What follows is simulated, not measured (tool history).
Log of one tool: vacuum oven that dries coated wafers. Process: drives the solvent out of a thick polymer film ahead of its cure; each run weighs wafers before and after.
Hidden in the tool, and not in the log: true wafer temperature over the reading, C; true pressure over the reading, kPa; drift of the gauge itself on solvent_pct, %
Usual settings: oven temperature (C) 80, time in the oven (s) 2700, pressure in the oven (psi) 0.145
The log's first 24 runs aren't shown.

| run | day | oven temperature (C) | time in the oven (s) | pressure in the oven (psi) | hours of work since the thermocouples were calibrated | hours of work since the vacuum gauge was cleaned of residue | solvent left in the film (%) |
|---|---|---|---|---|---|---|---|
| 25 | 12.304 | 80 | 3780 | 0.145 | 547 | 313 | 0.69 |
| 26 | 12.838 | 80 | 3780 | 0.145 | 555 | 321 | 0.68 |
| 27 | 13.567 | 66 | 3780 | 0.074 | 566 | 332 | 3.00 |
| 28 | 14.283 | 86 | 4200 | 0.312 | 577 | 343 | 0.56 |
| 29 | 14.621 | 86 | 4740 | 0.241 | 582 | 348 | 0.45 |
| 30 | 15.088 | 92 | 1380 | 0.131 | 588 | 355 | 1.19 |
| 31 | 15.746 | 92 | 1380 | 0.131 | 598 | 364 | 1.21 |
| 32 | 16.283 | 92 | 1380 | 0.131 | 606 | 372 | 1.23 |
| 33 | 16.633 | 80 | 1440 | 0.100 | 611 | 377 | 3.41 |
| 34 | 16.946 | 81 | 2100 | 0.107 | 616 | 382 | 1.77 |
| 35 | 17.658 | 81 | 2100 | 0.107 | 626 | 392 | 1.75 |

4 ways to go on from here, each from the tool as it stands after run 35. What would each give?
| A | 17.996 | 80 | 2700 | 0.167 | 631 | 397 | ? |
| B | 17.996 | 76 | 1440 | 0.128 | 631 | 397 | ? |
| C | 17.996 | 80 | 2580 | 0.145 | 631 | 397 | ? |
| D | 17.996 | 80 | 1320 | 0.145 | 631 | 397 | ? |

| run | solvent left in the film (%) |
|---|---|
| A | 1.35 |
| B | 4.50 |
| C | 1.50 |
| D | 3.81 |
Without the tool's hidden state the same runs would have given:
| run | solvent left in the film (%) |
|---|---|
| A | 1.55 |
| B | 4.82 |
| C | 1.70 |
| D | 4.12 |

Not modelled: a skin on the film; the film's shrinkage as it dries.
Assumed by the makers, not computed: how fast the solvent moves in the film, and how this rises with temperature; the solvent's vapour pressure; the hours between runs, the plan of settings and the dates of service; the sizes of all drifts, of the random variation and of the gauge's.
